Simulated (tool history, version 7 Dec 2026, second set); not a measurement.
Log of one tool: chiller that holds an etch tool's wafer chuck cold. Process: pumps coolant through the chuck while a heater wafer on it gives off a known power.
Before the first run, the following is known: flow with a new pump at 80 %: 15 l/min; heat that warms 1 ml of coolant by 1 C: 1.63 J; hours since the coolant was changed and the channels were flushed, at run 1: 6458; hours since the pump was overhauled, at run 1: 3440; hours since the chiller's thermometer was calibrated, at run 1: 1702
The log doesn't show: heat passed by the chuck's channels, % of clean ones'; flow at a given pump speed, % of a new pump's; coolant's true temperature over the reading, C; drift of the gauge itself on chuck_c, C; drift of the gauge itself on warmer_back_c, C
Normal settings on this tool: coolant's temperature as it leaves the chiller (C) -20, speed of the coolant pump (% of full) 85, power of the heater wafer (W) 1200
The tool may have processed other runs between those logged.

run	hour	coolant's temperature as it leaves the chiller (C)	speed of the coolant pump (% of full)	power of the heater wafer (W)	hours since the coolant was changed and the channels were flushed	hours since the pump was overhauled	hours since the chiller's thermometer was calibrated	chuck's temperature once it has settled (C)	how much warmer the coolant comes back (C)
1	0.0	-20	85	1200	6458	3440	1702	-8.7	2.82
2	96.8	-20	85	1200	6555	3537	1799	-8.5	2.76
3	184.7	-20	85	1200	6643	3625	1886	-8.5	2.79
4	268.4	-20	85	1200	6727	3709	1970	-8.6	2.73
5	370.4	-20	85	1200	6829	3811	2072	-8.5	2.77
6	473.6	-20	85	1200	6932	3914	2175	-8.6	2.77
7	579.2	-20	78	1200	7038	4019	2281	-7.9	3.03
8	697.6	-20	85	1459	7156	4138	2399	-6.0	3.39
9	760.7	-26	85	1200	7219	4201	2462	-14.8	2.74
10	907.5	-26	85	1200	7366	4348	2609	-14.6	2.71
11	1023.1	-26	85	1200	7482	4463	2725	-14.5	2.74
12	1102.6	-26	85	1200	7561	4543	2804	-14.6	2.75
13	1237.5	-20	85	1200	7696	4678	2939	-8.6	2.72
14	1315.9	-14	85	1200	7774	4756	3018	-2.6	2.69
15	1416.8	-20	85	1200	7875	4857	3119	-8.5	2.75
16	1522.2	-20	85	1200	7981	4962	3224	-8.7	2.71
17	1657.1	-12	85	1071	8115	5097	3359	-1.6	2.36
18	1736.8	-19	62	831	8195	5177	3439	-8.8	2.55
19	1800.8	-27	61	1227	8259	5241	3503	-11.9	3.83
20	1867.0	-27	61	1227	8325	5307	3569	-11.7	3.85
21	1941.3	-27	61	1227	8400	5381	3643	-11.7	3.84
# hour 1979.5: chiller's thermometer calibrated
22	2077.4	-25	69	1074	8535	5517	98	-13.0	2.92
23	2159.2	-20	93	1200	8617	5598	180	-9.3	2.41
24	2229.9	-30	64	1200	8687	5669	250	-15.7	3.57
25	2322.0	-26	67	1273	8779	5761	343	-11.3	3.57
26	2461.9	-26	69	1273	8919	5901	482	-11.8	3.51
27	2524.4	-26	69	1273	8982	5964	545	-11.8	3.45
28	2587.3	-29	69	1273	9045	6026	608	-14.7	3.47
29	2709.6	-20	100	1200	9167	6149	730	-10.2	2.28
30	2780.6	-25	98	1471	9238	6220	801	-12.4	2.83
31	2903.5	-25	98	1471	9361	6343	924	-12.4	2.79
# hour 2940.4: gauge calibrated
32	3048.7	-20	76	1200	9506	6488	1069	-7.3	3.12

What if the next run were any one of these 4? Each begins from the tool's condition after run 32:
A	3186.7	-30	88	1200	9644	6626	1207	?	?
B	3186.7	-11	66	1690	9644	6626	1207	?	?
C	3186.7	-20	76	1554	9644	6626	1207	?	?
D	3186.7	-15	61	1370	9644	6626	1207	?	?

run	chuck's temperature once it has settled (C)	how much warmer the coolant comes back (C)
A	-18.9	2.68
B	8.8	5.05
C	-3.7	4.01
D	2.1	4.42
Stripped of hidden state, with their random variation kept, the same runs would have yielded:
run	chuck's temperature once it has settled (C)	how much warmer the coolant comes back (C)
A	-18.9	2.69
B	8.7	5.06
C	-3.8	4.01
D	2.0	4.43
